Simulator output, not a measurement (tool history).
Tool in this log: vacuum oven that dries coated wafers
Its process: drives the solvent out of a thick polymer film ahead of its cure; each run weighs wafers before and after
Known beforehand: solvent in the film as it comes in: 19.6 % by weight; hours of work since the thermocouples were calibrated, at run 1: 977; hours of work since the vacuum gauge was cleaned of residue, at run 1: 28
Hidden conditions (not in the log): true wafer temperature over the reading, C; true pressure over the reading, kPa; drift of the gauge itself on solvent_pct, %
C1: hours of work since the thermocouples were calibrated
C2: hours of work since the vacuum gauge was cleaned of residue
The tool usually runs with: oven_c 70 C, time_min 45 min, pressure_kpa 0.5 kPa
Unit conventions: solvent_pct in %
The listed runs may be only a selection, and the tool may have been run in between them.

Run 1, hour 0: usual settings; C1 977; C2 28. Result: solvent_pct 4.16 %.
Run 2, hour 8.6: usual settings; C1 982; C2 33. Result: solvent_pct 4.11 %.
Run 3, hour 23.7: usual settings; C1 991; C2 41. Result: solvent_pct 4.17 %.
Run 4, hour 34.2: usual settings; C1 997; C2 47. Result: solvent_pct 4.06 %.
Run 5, hour 45.9: usual settings; C1 1003; C2 54. Result: solvent_pct 4.23 %.
Run 6, hour 54.9: usual settings; C1 1009; C2 59. Result: solvent_pct 4.15 %.
Run 7, hour 64.7: usual settings; C1 1014; C2 65. Result: solvent_pct 4.28 %.
Run 8, hour 74.6: usual settings; C1 1020; C2 71. Result: solvent_pct 4.23 %.
Run 9, hour 92.8: usual settings; C1 1030; C2 81. Result: solvent_pct 4.18 %.
Run 10, hour 104.3: usual settings but time_min 66 min; C1 1037; C2 88. Result: solvent_pct 2.31 %.
Run 11, hour 115.4: usual settings; C1 1043; C2 94. Result: solvent_pct 4.17 %.
Run 12, hour 130: usual settings but oven_c 66 C, pressure_kpa 0.795 kPa; C1 1052; C2 103. Result: solvent_pct 5.84 %.
Run 13, hour 141.4: usual settings but time_min 56 min, pressure_kpa 0.312 kPa; C1 1058; C2 109. Result: solvent_pct 2.98 %.
Run 14, hour 157.5: usual settings but time_min 44 min, pressure_kpa 1.861 kPa; C1 1068; C2 118. Result: solvent_pct 4.71 %.
Run 15, hour 166.2: usual settings but pressure_kpa 0.39 kPa; C1 1073; C2 123. Result: solvent_pct 4.07 %.
Run 16, hour 179.2: usual settings but oven_c 74 C, time_min 47 min; C1 1080; C2 131. Result: solvent_pct 2.64 %.
Run 17, hour 196.3: usual settings but oven_c 67 C, time_min 25 min; C1 1090; C2 141. Result: solvent_pct 8.52 %.
Run 18, hour 205.9: usual settings but oven_c 77 C, time_min 34 min, pressure_kpa 1.182 kPa; C1 1096; C2 146. Result: solvent_pct 3.5 %.
Run 19, hour 213.9: usual settings but oven_c 65 C, pressure_kpa 1.103 kPa; C1 1100; C2 151. Result: solvent_pct 6.18 %.
Run 20, hour 226.2: usual settings but oven_c 65 C, time_min 23 min, pressure_kpa 1.388 kPa; C1 1107; C2 158. Result: solvent_pct 9.66 %.
Run 21, hour 242.3: usual settings but time_min 65 min; C1 1116; C2 167. Result: solvent_pct 2.32 %.
Run 22, hour 252.2: usual settings but time_min 65 min; C1 1122; C2 173. Result: solvent_pct 2.4 %.

4 options for the next run, each taken on its own from the tool as it stands now. Forecast them:
Run A, hour 262: usual settings but oven_c 77 C, time_min 36 min, pressure_kpa 0.321 kPa; C1 1128; C2 179. Result: solvent_pct ?.
Run B, hour 262: usual settings but oven_c 85 C, time_min 42 min; C1 1128; C2 179. Result: solvent_pct ?.
Run C, hour 262: usual settings but oven_c 84 C, time_min 46 min, pressure_kpa 0.329 kPa; C1 1128; C2 179. Result: solvent_pct ?.
Run D, hour 262: usual settings but oven_c 56 C, time_min 65 min, pressure_kpa 0.32 kPa; C1 1128; C2 179. Result: solvent_pct ?.

run  solvent_pct
  A         2.93
  B         0.82
  C         0.66
  D         7.52
Take away the tool's hidden state, keep each run's random variation, and the runs would have read:
run  solvent_pct
  A         2.92
  B         0.82
  C         0.66
  D          7.5
